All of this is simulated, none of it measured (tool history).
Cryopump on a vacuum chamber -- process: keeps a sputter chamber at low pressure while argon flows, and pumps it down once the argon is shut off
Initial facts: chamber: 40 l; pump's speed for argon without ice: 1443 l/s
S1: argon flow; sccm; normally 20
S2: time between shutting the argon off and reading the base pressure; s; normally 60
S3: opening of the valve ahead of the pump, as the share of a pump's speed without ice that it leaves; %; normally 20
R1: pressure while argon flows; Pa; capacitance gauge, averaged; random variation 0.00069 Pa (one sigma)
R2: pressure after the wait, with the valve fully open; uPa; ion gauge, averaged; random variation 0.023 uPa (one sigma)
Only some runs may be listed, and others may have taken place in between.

run 1 hour=0.0 | S1=20 S2=60 S3=20 | R1=0.1172 R2=1.15
run 2 hour=22.4 | S1=20 S2=138 S3=20 | R1=0.1171 R2=0.89
run 3 hour=45.4 | S1=20 S2=60 S3=28 | R1=0.0837 R2=1.21
run 4 hour=58.4 | S1=20 S2=60 S3=28 | R1=0.0851 R2=1.18
run 5 hour=81.4 | S1=20 S2=60 S3=33 | R1=0.0718 R2=1.18
run 6 hour=104.4 | S1=20 S2=60 S3=33 | R1=0.0724 R2=1.22
run 7 hour=115.6 | S1=20 S2=60 S3=33 | R1=0.0719 R2=1.22
run 8 hour=134.9 | S1=20 S2=60 S3=33 | R1=0.0707 R2=1.21
run 9 hour=159.8 | S1=20 S2=60 S3=33 | R1=0.0725 R2=1.23
run 10 hour=175.3 | S1=20 S2=60 S3=20 | R1=0.1169 R2=1.18
run 11 hour=192.0 | S1=20 S2=60 S3=20 | R1=0.1178 R2=1.19
run 12 hour=212.7 | S1=20 S2=59 S3=20 | R1=0.1184 R2=1.22
run 13 hour=227.6 | S1=20 S2=59 S3=20 | R1=0.1187 R2=1.22
run 14 hour=245.2 | S1=20 S2=59 S3=20 | R1=0.1183 R2=1.26
run 15 hour=270.3 | S1=20 S2=59 S3=20 | R1=0.1183 R2=1.24
run 16 hour=284.9 | S1=20 S2=294 S3=20 | R1=0.1196 R2=0.83
run 17 hour=307.1 | S1=20 S2=77 S3=20 | R1=0.1188 R2=1.15
run 18 hour=318.9 | S1=20 S2=34 S3=20 | R1=0.1190 R2=1.59
run 19 hour=344.1 | S1=17 S2=34 S3=44 | R1=0.0477 R2=1.67
run 20 hour=363.2 | S1=17 S2=34 S3=44 | R1=0.0464 R2=1.60
run 21 hour=380.6 | S1=10 S2=228 S3=20 | R1=0.0590 R2=0.89

Run 22 has not been measured yet. What should we expect?
run 22 hour=403.2 | S1=28 S2=84 S3=58 | R1=? R2=?

R1: 0.0590 Pa
R2: 1.14 uPa
Minus the tool's unlogged condition, the same run would have read R1 0.0566 Pa, R2 0.55 uPa.
